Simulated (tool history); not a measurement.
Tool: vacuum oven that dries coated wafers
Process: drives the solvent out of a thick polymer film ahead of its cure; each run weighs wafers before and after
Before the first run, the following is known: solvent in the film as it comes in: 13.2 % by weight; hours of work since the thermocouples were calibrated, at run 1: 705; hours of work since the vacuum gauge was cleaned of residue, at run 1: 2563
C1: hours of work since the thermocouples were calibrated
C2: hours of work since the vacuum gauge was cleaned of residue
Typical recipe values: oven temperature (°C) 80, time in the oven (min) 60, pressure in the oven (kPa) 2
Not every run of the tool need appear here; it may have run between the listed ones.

{"run": 1, "hour": 0.0, "oven temperature (°C)": 80, "time in the oven (min)": 60, "pressure in the oven (kPa)": 2, "C1": 705, "C2": 2563, "solvent left in the film (%)": 1.52}
{"run": 2, "hour": 52.5, "oven temperature (°C)": 80, "time in the oven (min)": 60, "pressure in the oven (kPa)": 2, "C1": 744, "C2": 2602, "solvent left in the film (%)": 1.47}
{"run": 3, "hour": 105.5, "oven temperature (°C)": 80, "time in the oven (min)": 60, "pressure in the oven (kPa)": 2, "C1": 784, "C2": 2641, "solvent left in the film (%)": 1.49}
{"hour": 170.3, "done": "oven's thermocouples calibrated"}
{"run": 4, "hour": 171.2, "oven temperature (°C)": 80, "time in the oven (min)": 60, "pressure in the oven (kPa)": 2, "C1": 1, "C2": 2688, "solvent left in the film (%)": 1.42}
{"run": 5, "hour": 244.9, "oven temperature (°C)": 80, "time in the oven (min)": 60, "pressure in the oven (kPa)": 2, "C1": 55, "C2": 2743, "solvent left in the film (%)": 1.48}
{"run": 6, "hour": 322.4, "oven temperature (°C)": 80, "time in the oven (min)": 60, "pressure in the oven (kPa)": 2, "C1": 113, "C2": 2800, "solvent left in the film (%)": 1.43}
{"run": 7, "hour": 376.3, "oven temperature (°C)": 70, "time in the oven (min)": 60, "pressure in the oven (kPa)": 2, "C1": 153, "C2": 2840, "solvent left in the film (%)": 3.28}
{"run": 8, "hour": 413.3, "oven temperature (°C)": 80, "time in the oven (min)": 60, "pressure in the oven (kPa)": 2, "C1": 180, "C2": 2868, "solvent left in the film (%)": 1.43}
{"run": 9, "hour": 498.6, "oven temperature (°C)": 80, "time in the oven (min)": 60, "pressure in the oven (kPa)": 2, "C1": 243, "C2": 2931, "solvent left in the film (%)": 1.42}
{"run": 10, "hour": 564.2, "oven temperature (°C)": 80, "time in the oven (min)": 60, "pressure in the oven (kPa)": 2, "C1": 292, "C2": 2979, "solvent left in the film (%)": 1.43}
{"run": 11, "hour": 608.0, "oven temperature (°C)": 80, "time in the oven (min)": 60, "pressure in the oven (kPa)": 2, "C1": 324, "C2": 3012, "solvent left in the film (%)": 1.45}
{"run": 12, "hour": 663.3, "oven temperature (°C)": 80, "time in the oven (min)": 60, "pressure in the oven (kPa)": 2, "C1": 365, "C2": 3053, "solvent left in the film (%)": 1.52}
{"run": 13, "hour": 728.7, "oven temperature (°C)": 80, "time in the oven (min)": 60, "pressure in the oven (kPa)": 2, "C1": 414, "C2": 3101, "solvent left in the film (%)": 1.53}
{"run": 14, "hour": 780.4, "oven temperature (°C)": 80, "time in the oven (min)": 60, "pressure in the oven (kPa)": 2, "C1": 452, "C2": 3140, "solvent left in the film (%)": 1.49}
{"run": 15, "hour": 855.0, "oven temperature (°C)": 80, "time in the oven (min)": 60, "pressure in the oven (kPa)": 2, "C1": 508, "C2": 3195, "solvent left in the film (%)": 1.56}
{"run": 16, "hour": 929.1, "oven temperature (°C)": 80, "time in the oven (min)": 58, "pressure in the oven (kPa)": 2, "C1": 562, "C2": 3250, "solvent left in the film (%)": 1.55}
{"run": 17, "hour": 996.0, "oven temperature (°C)": 80, "time in the oven (min)": 58, "pressure in the oven (kPa)": 2, "C1": 612, "C2": 3299, "solvent left in the film (%)": 1.56}
{"run": 18, "hour": 1068.9, "oven temperature (°C)": 80, "time in the oven (min)": 58, "pressure in the oven (kPa)": 2, "C1": 666, "C2": 3354, "solvent left in the film (%)": 1.5}
{"run": 19, "hour": 1142.9, "oven temperature (°C)": 80, "time in the oven (min)": 60, "pressure in the oven (kPa)": 1.18, "C1": 721, "C2": 3408, "solvent left in the film (%)": 1.01}
{"hour": 1179.6, "done": "vacuum gauge cleaned of residue and calibrated"}
{"run": 20, "hour": 1233.7, "oven temperature (°C)": 82, "time in the oven (min)": 60, "pressure in the oven (kPa)": 2, "C1": 787, "C2": 40, "solvent left in the film (%)": 1.24}
{"run": 21, "hour": 1279.7, "oven temperature (°C)": 71, "time in the oven (min)": 60, "pressure in the oven (kPa)": 2, "C1": 821, "C2": 74, "solvent left in the film (%)": 3.09}
{"hour": 1288.8, "done": "oven's thermocouples calibrated"}
{"run": 22, "hour": 1341.1, "oven temperature (°C)": 71, "time in the oven (min)": 60, "pressure in the oven (kPa)": 2, "C1": 39, "C2": 118, "solvent left in the film (%)": 3.03}
{"run": 23, "hour": 1404.3, "oven temperature (°C)": 80, "time in the oven (min)": 60, "pressure in the oven (kPa)": 2, "C1": 86, "C2": 165, "solvent left in the film (%)": 1.42}
{"run": 24, "hour": 1495.4, "oven temperature (°C)": 80, "time in the oven (min)": 60, "pressure in the oven (kPa)": 2, "C1": 153, "C2": 233, "solvent left in the film (%)": 1.39}
{"run": 25, "hour": 1540.5, "oven temperature (°C)": 80, "time in the oven (min)": 60, "pressure in the oven (kPa)": 2, "C1": 187, "C2": 266, "solvent left in the film (%)": 1.44}
{"run": 26, "hour": 1605.3, "oven temperature (°C)": 80, "time in the oven (min)": 60, "pressure in the oven (kPa)": 2, "C1": 235, "C2": 314, "solvent left in the film (%)": 1.48}
{"run": 27, "hour": 1657.3, "oven temperature (°C)": 80, "time in the oven (min)": 60, "pressure in the oven (kPa)": 1.04, "C1": 273, "C2": 353, "solvent left in the film (%)": 0.89}
{"run": 28, "hour": 1737.8, "oven temperature (°C)": 80, "time in the oven (min)": 60, "pressure in the oven (kPa)": 1.04, "C1": 333, "C2": 412, "solvent left in the film (%)": 0.89}
{"run": 29, "hour": 1780.7, "oven temperature (°C)": 80, "time in the oven (min)": 60, "pressure in the oven (kPa)": 1.04, "C1": 365, "C2": 444, "solvent left in the film (%)": 0.86}
{"run": 30, "hour": 1831.3, "oven temperature (°C)": 84, "time in the oven (min)": 56, "pressure in the oven (kPa)": 1.59, "C1": 402, "C2": 482, "solvent left in the film (%)": 0.95}
{"run": 31, "hour": 1910.1, "oven temperature (°C)": 83, "time in the oven (min)": 34, "pressure in the oven (kPa)": 1.31, "C1": 461, "C2": 540, "solvent left in the film (%)": 1.71}
{"run": 32, "hour": 1971.8, "oven temperature (°C)": 83, "time in the oven (min)": 34, "pressure in the oven (kPa)": 1.31, "C1": 506, "C2": 586, "solvent left in the film (%)": 1.66}
{"run": 33, "hour": 2032.6, "oven temperature (°C)": 80, "time in the oven (min)": 60, "pressure in the oven (kPa)": 6.19, "C1": 551, "C2": 631, "solvent left in the film (%)": 3.7}
{"run": 34, "hour": 2120.1, "oven temperature (°C)": 80, "time in the oven (min)": 59, "pressure in the oven (kPa)": 6.87, "C1": 616, "C2": 696, "solvent left in the film (%)": 4.12}
{"run": 35, "hour": 2179.0, "oven temperature (°C)": 75, "time in the oven (min)": 46, "pressure in the oven (kPa)": 1.18, "C1": 660, "C2": 739, "solvent left in the film (%)": 2.38}
{"run": 36, "hour": 2229.3, "oven temperature (°C)": 66, "time in the oven (min)": 64, "pressure in the oven (kPa)": 2, "C1": 697, "C2": 777, "solvent left in the film (%)": 4.15}
{"run": 37, "hour": 2286.5, "oven temperature (°C)": 89, "time in the oven (min)": 43, "pressure in the oven (kPa)": 2, "C1": 740, "C2": 819, "solvent left in the film (%)": 0.97}
{"run": 38, "hour": 2367.8, "oven temperature (°C)": 89, "time in the oven (min)": 55, "pressure in the oven (kPa)": 2, "C1": 800, "C2": 879, "solvent left in the film (%)": 0.79}
{"hour": 2409.0, "done": "oven's thermocouples calibrated"}
{"run": 39, "hour": 2427.6, "oven temperature (°C)": 89, "time in the oven (min)": 55, "pressure in the oven (kPa)": 2, "C1": 14, "C2": 922, "solvent left in the film (%)": 0.81}
{"run": 40, "hour": 2465.2, "oven temperature (°C)": 92, "time in the oven (min)": 60, "pressure in the oven (kPa)": 1.01, "C1": 42, "C2": 950, "solvent left in the film (%)": 0.39}
{"run": 41, "hour": 2553.3, "oven temperature (°C)": 78, "time in the oven (min)": 76, "pressure in the oven (kPa)": 1.05, "C1": 107, "C2": 1015, "solvent left in the film (%)": 0.83}
{"run": 42, "hour": 2628.1, "oven temperature (°C)": 83, "time in the oven (min)": 87, "pressure in the oven (kPa)": 5.31, "C1": 162, "C2": 1071, "solvent left in the film (%)": 2.76}
{"run": 43, "hour": 2674.6, "oven temperature (°C)": 88, "time in the oven (min)": 69, "pressure in the oven (kPa)": 5.31, "C1": 197, "C2": 1105, "solvent left in the film (%)": 2.1}
{"run": 44, "hour": 2717.2, "oven temperature (°C)": 88, "time in the oven (min)": 69, "pressure in the oven (kPa)": 5.31, "C1": 228, "C2": 1137, "solvent left in the film (%)": 2.17}
{"run": 45, "hour": 2802.8, "oven temperature (°C)": 90, "time in the oven (min)": 41, "pressure in the oven (kPa)": 5.31, "C1": 292, "C2": 1200, "solvent left in the film (%)": 2.13}
{"run": 46, "hour": 2844.8, "oven temperature (°C)": 90, "time in the oven (min)": 37, "pressure in the oven (kPa)": 1.49, "C1": 323, "C2": 1232, "solvent left in the film (%)": 0.83}
{"run": 47, "hour": 2898.3, "oven temperature (°C)": 74, "time in the oven (min)": 72, "pressure in the oven (kPa)": 2, "C1": 363, "C2": 1271, "solvent left in the film (%)": 2.05}

For each entry between runs, how does the tool's hidden state at the last listed run before it compare with that at the first listed run after it?
From run 3 to run 4: oven's thermocouples calibrated (hour 170.3)
  true wafer temperature over the reading, C: -0.08 -> -0.01
From run 19 to run 20: vacuum gauge cleaned of residue and calibrated (hour 1179.6)
  true wafer temperature over the reading, C: -0.09 -> -0.1; true pressure over the reading, kPa: 0.041 -> 0
From run 21 to run 22: oven's thermocouples calibrated (hour 1288.8)
  true wafer temperature over the reading, C: -0.11 -> -0.01; true pressure over the reading, kPa: 0 -> 0.001
From run 38 to run 39: oven's thermocouples calibrated (hour 2409)
  true wafer temperature over the reading, C: -0.1 -> -0.02
